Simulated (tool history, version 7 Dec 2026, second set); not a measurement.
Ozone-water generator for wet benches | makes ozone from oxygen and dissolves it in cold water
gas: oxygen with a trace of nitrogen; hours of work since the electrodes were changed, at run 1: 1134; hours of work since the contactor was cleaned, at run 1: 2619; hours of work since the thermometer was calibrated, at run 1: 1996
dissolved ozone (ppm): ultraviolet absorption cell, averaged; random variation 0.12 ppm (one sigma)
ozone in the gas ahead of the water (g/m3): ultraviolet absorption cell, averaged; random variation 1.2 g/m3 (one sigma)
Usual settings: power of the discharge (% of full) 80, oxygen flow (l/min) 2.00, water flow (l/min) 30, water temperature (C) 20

run	hour	power of the discharge (% of full)	oxygen flow (l/min)	water flow (l/min)	water temperature (C)	hours of work since the electrodes were changed	hours of work since the contactor was cleaned	hours of work since the thermometer was calibrated	dissolved ozone (ppm)	ozone in the gas ahead of the water (g/m3)
1	0.0	80	2.00	30	20	1134	2619	1996	10.1	220.9
2	35.1	80	2.00	30	24	1162	2647	2024	9.9	219.8
3	63.3	80	2.00	30	24	1184	2670	2047	9.8	219.6
4	91.5	80	2.00	30	24	1207	2692	2070	10.0	222.0
5	137.3	80	2.00	22	20	1244	2729	2106	13.4	218.0
6	166.8	80	1.10	22	20	1268	2753	2130	10.5	281.6
7	188.5	80	2.00	30	20	1285	2770	2148	10.3	221.5
8	207.8	80	2.00	30	20	1300	2786	2163	10.1	219.9
9	241.5	80	2.00	30	20	1328	2813	2190	10.4	221.9
10	282.5	80	2.00	30	20	1360	2846	2223	10.2	219.7
11	328.8	80	2.00	30	20	1398	2883	2260	10.2	220.7
12	352.9	80	2.00	30	20	1417	2902	2280	10.1	219.9
13	397.5	80	2.04	30	20	1453	2938	2315	10.2	218.8
14	445.1	80	2.04	30	20	1491	2976	2354	10.3	218.6
15	464.7	80	2.00	30	13	1507	2992	2369	10.3	220.5
16	487.6	80	2.00	30	13	1525	3010	2388	10.6	219.5
17	523.2	80	2.00	30	13	1554	3039	2416	10.5	220.7
18	570.1	56	2.00	30	20	1591	3077	2454	7.9	176.3
19	616.7	80	2.55	30	17	1629	3114	2491	11.4	199.6
20	662.8	80	2.62	22	21	1666	3151	2528	14.2	197.2
21	690.5	80	1.72	44	20	1688	3173	2551	6.4	232.9
22	730.7	80	1.72	44	20	1720	3205	2583	6.7	233.2
23	753.2	80	2.61	30	20	1738	3224	2601	11.1	195.3
24	784.9	80	2.61	30	20	1764	3249	2626	11.3	195.9
25	821.5	80	2.61	30	20	1793	3278	2656	11.2	197.7
26	859.1	49	1.65	36	14	1823	3309	2686	5.8	178.8
27	887.7	100	2.49	20	20	1846	3332	2709	17.6	227.8
28	923.7	100	2.49	20	25	1875	3360	2738	16.6	226.4
29	964.6	80	2.00	30	15	1908	3393	2771	10.1	217.7
30	991.4	71	1.15	30	15	1930	3415	2792	7.3	257.0
31	1037.9	80	2.00	30	24	1967	3452	2830	9.5	218.8
32	1080.3	80	2.01	29	20	2001	3486	2864	10.4	218.2

Forecast each of these 3 alternatives for the next run:
A	1107.8	76	2.22	29	20	2023	3508	2886	?	?
B	1107.8	80	1.48	29	12	2023	3508	2886	?	?
C	1107.8	42	1.38	35	20	2023	3508	2886	?	?

run	dissolved ozone (ppm)	ozone in the gas ahead of the water (g/m3)
A	10.2	201.0
B	9.3	246.6
C	5.1	172.6
Without the tool's hidden state the same runs would have given:
run	dissolved ozone (ppm)	ozone in the gas ahead of the water (g/m3)
A	10.9	209.2
B	10.0	256.9
C	5.4	177.3
